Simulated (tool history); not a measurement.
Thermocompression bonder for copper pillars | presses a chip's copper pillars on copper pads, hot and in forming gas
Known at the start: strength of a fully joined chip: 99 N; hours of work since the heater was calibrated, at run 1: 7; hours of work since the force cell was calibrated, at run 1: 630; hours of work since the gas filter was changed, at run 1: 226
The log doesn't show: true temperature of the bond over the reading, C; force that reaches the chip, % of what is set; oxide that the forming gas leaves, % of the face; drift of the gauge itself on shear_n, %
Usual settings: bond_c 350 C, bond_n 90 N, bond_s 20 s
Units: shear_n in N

run    day  bond_c  bond_n  bond_s  hours of work since the heater was calibrated  hours of work since the force cell was calibrated  hours of work since the gas filter was changed  shear_n
  1      0     350      90      20                                              7                                                630                                             226       63
  2  0.221     350      95      20                                             11                                                633                                             229     64.7
  3   0.45     350      95      20                                             14                                                636                                             233     64.9
  4  0.671     350      90      20                                             17                                                640                                             236     63.1
  5  0.917     350      90      20                                             21                                                643                                             240       63
  6   1.25     350      90      20                                             26                                                648                                             245     62.9
  7  1.654     350      90      20                                             32                                                654                                             251     62.8
  8  2.071     350      90      20                                             38                                                661                                             257     63.1
  9  2.479     350      90      20                                             44                                                667                                             263     62.9
 10    2.8     350      90      19                                             49                                                671                                             268     62.1
 11  3.108     350      90      19                                             54                                                676                                             272     62.1
 12  3.479     350      90      19                                             59                                                682                                             278     62.1
 13  3.683     350      90      19                                             62                                                685                                             281       62
 14  4.058     324      90      20                                             68                                                690                                             286     49.9
 15  4.342     324      61      20                                             72                                                694                                             291     38.8
 16  4.746     324      61      20                                             78                                                700                                             297       39
 17  4.962     350     114      20                                             81                                                704                                             300     70.7
 18  5.338     320      66      15                                             87                                                709                                             306     35.2
 19    5.7     330      66      18                                             92                                                715                                             311     41.9
 20  5.954     330      66      18                                             96                                                718                                             315     42.1
 21  6.246     330      61      18                                            101                                                723                                             319     39.9
 22  6.417     370     133      28                                            103                                                725                                             322     87.7
     6.588  -- force cell calibrated
 23    6.7     370     133      28                                            106                                                  2                                             325     87.8
 24  6.892     359      81      11                                            109                                                  5                                             328     53.1
 25  7.296     350      90      23                                            115                                                 11                                             334     65.6
 26  7.608     349      90      23                                            120                                                 15                                             338     64.9
 27  7.958     380     117      51                                            125                                                 20                                             344     93.8
 28  8.333     358     112      30                                            131                                                 26                                             349     80.3
 29  8.525     358     112      30                                            134                                                 29                                             352     80.5
 30  8.921     358     112      30                                            140                                                 35                                             358     80.4
 31  9.238     358     112      30                                            144                                                 40                                             363     80.2
 32  9.492     350      92      20                                            148                                                 43                                             367     63.9

How the hidden state differs across the entries between the runs, from the last listed run before each to the first after it:
Between runs 22 and 23: force cell calibrated (day 6.588)
  force that reaches the chip, % of what is set: 100.2 -> 100; oxide that the forming gas leaves, % of the face: 0.68 -> 0.69
